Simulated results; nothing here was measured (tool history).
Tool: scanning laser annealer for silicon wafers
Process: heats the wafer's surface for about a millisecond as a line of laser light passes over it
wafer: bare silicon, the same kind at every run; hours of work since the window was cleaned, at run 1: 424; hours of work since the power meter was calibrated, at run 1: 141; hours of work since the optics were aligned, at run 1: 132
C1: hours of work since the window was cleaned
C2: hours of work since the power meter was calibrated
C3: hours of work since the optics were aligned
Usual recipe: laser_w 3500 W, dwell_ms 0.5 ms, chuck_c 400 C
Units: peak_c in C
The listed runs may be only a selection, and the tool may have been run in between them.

{"run": 1, "hour": 0.0, "laser_w": 3500, "dwell_ms": 0.5, "chuck_c": 400, "C1": 424, "C2": 141, "C3": 132, "peak_c": 1079}
{"run": 2, "hour": 6.8, "laser_w": 3500, "dwell_ms": 0.5, "chuck_c": 400, "C1": 427, "C2": 144, "C3": 135, "peak_c": 1079}
{"run": 3, "hour": 14.1, "laser_w": 3500, "dwell_ms": 0.5, "chuck_c": 383, "C1": 429, "C2": 146, "C3": 138, "peak_c": 1065}
{"run": 4, "hour": 26.0, "laser_w": 3500, "dwell_ms": 0.5, "chuck_c": 383, "C1": 434, "C2": 151, "C3": 143, "peak_c": 1063}
{"run": 5, "hour": 38.1, "laser_w": 3500, "dwell_ms": 0.5, "chuck_c": 393, "C1": 439, "C2": 156, "C3": 147, "peak_c": 1074}
{"run": 6, "hour": 44.7, "laser_w": 3500, "dwell_ms": 0.5, "chuck_c": 393, "C1": 442, "C2": 159, "C3": 150, "peak_c": 1073}
{"run": 7, "hour": 55.7, "laser_w": 3500, "dwell_ms": 0.5, "chuck_c": 422, "C1": 446, "C2": 163, "C3": 155, "peak_c": 1103}
{"run": 8, "hour": 64.5, "laser_w": 3500, "dwell_ms": 0.5, "chuck_c": 422, "C1": 450, "C2": 167, "C3": 158, "peak_c": 1106}
{"run": 9, "hour": 77.2, "laser_w": 3500, "dwell_ms": 0.5, "chuck_c": 400, "C1": 455, "C2": 172, "C3": 163, "peak_c": 1077}
{"run": 10, "hour": 89.3, "laser_w": 3500, "dwell_ms": 0.5, "chuck_c": 400, "C1": 460, "C2": 177, "C3": 168, "peak_c": 1077}
{"run": 11, "hour": 100.1, "laser_w": 3500, "dwell_ms": 0.497, "chuck_c": 400, "C1": 464, "C2": 181, "C3": 172, "peak_c": 1073}
{"run": 12, "hour": 111.3, "laser_w": 3500, "dwell_ms": 0.497, "chuck_c": 400, "C1": 469, "C2": 186, "C3": 177, "peak_c": 1074}
{"hour": 123.4, "done": "window over the wafer cleaned"}
{"run": 13, "hour": 124.1, "laser_w": 3500, "dwell_ms": 0.497, "chuck_c": 400, "C1": 0, "C2": 190, "C3": 181, "peak_c": 1050}
{"run": 14, "hour": 136.7, "laser_w": 3547, "dwell_ms": 0.497, "chuck_c": 400, "C1": 5, "C2": 195, "C3": 186, "peak_c": 1061}
{"run": 15, "hour": 149.8, "laser_w": 3547, "dwell_ms": 0.497, "chuck_c": 400, "C1": 11, "C2": 200, "C3": 192, "peak_c": 1061}
{"run": 16, "hour": 160.4, "laser_w": 3500, "dwell_ms": 0.5, "chuck_c": 400, "C1": 15, "C2": 205, "C3": 196, "peak_c": 1053}
{"run": 17, "hour": 167.9, "laser_w": 3500, "dwell_ms": 0.5, "chuck_c": 400, "C1": 18, "C2": 208, "C3": 199, "peak_c": 1049}
{"run": 18, "hour": 180.7, "laser_w": 3500, "dwell_ms": 0.48, "chuck_c": 377, "C1": 23, "C2": 213, "C3": 204, "peak_c": 1012}
{"run": 19, "hour": 194.5, "laser_w": 3500, "dwell_ms": 0.48, "chuck_c": 377, "C1": 29, "C2": 218, "C3": 210, "peak_c": 1014}
{"hour": 198.5, "done": "window over the wafer cleaned, once more"}
{"run": 20, "hour": 203.3, "laser_w": 3375, "dwell_ms": 0.464, "chuck_c": 377, "C1": 2, "C2": 221, "C3": 212, "peak_c": 1033}
{"run": 21, "hour": 214.5, "laser_w": 3375, "dwell_ms": 0.464, "chuck_c": 377, "C1": 6, "C2": 226, "C3": 217, "peak_c": 1038}
{"run": 22, "hour": 227.4, "laser_w": 3046, "dwell_ms": 0.406, "chuck_c": 400, "C1": 12, "C2": 231, "C3": 222, "peak_c": 943}

Predict the results of run 23:
{"run": 23, "hour": 233.7, "laser_w": 3046, "dwell_ms": 0.406, "chuck_c": 400, "C1": 14, "C2": 233, "C3": 225, "peak_c": "?"}

peak_c: 943 C
Were there no unlogged condition in the tool, this run, its random variation unchanged, would have produced peak_c 947 C.
